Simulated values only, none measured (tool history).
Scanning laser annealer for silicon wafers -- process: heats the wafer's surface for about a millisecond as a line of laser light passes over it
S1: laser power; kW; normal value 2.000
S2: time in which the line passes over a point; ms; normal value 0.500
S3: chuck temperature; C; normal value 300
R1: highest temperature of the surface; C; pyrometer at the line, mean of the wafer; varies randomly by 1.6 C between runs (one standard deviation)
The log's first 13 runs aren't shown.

run 14 hour=148.2 | S1=1.954 S2=0.500 S3=300 | R1=969
run 15 hour=162.7 | S1=1.954 S2=0.500 S3=300 | R1=970
run 16 hour=170.7 | S1=1.954 S2=0.500 S3=300 | R1=973
run 17 hour=188.0 | S1=1.954 S2=0.500 S3=300 | R1=967
run 18 hour=205.2 | S1=1.954 S2=0.500 S3=300 | R1=969
run 19 hour=212.5 | S1=2.000 S2=0.500 S3=315 | R1=1000
run 20 hour=227.8 | S1=2.000 S2=0.473 S3=300 | R1=965
run 21 hour=238.8 | S1=2.000 S2=0.500 S3=300 | R1=983
run 22 hour=250.3 | S1=2.169 S2=0.500 S3=261 | R1=1014
run 23 hour=258.9 | S1=1.804 S2=0.500 S3=329 | R1=939
run 24 hour=266.1 | S1=1.804 S2=0.500 S3=329 | R1=939
run 25 hour=280.8 | S1=2.071 S2=0.500 S3=300 | R1=1011
run 26 hour=291.6 | S1=1.830 S2=0.358 S3=312 | R1=821
run 27 hour=306.9 | S1=1.830 S2=0.358 S3=312 | R1=822
run 28 hour=317.8 | S1=1.830 S2=0.358 S3=312 | R1=820
run 29 hour=327.2 | S1=1.830 S2=0.358 S3=312 | R1=817
run 30 hour=343.5 | S1=1.912 S2=0.405 S3=263 | R1=835
run 31 hour=353.5 | S1=1.970 S2=0.500 S3=300 | R1=971
run 32 hour=366.7 | S1=2.000 S2=0.530 S3=300 | R1=1004
run 33 hour=383.7 | S1=1.814 S2=0.385 S3=300 | R1=823

What will run 34 give?
run 34 hour=393.1 | S1=1.734 S2=0.408 S3=300 | R1=?

{"run 34": {"R1": 813}}
Had the tool carried no hidden state, the very same run would have given R1 839 C.

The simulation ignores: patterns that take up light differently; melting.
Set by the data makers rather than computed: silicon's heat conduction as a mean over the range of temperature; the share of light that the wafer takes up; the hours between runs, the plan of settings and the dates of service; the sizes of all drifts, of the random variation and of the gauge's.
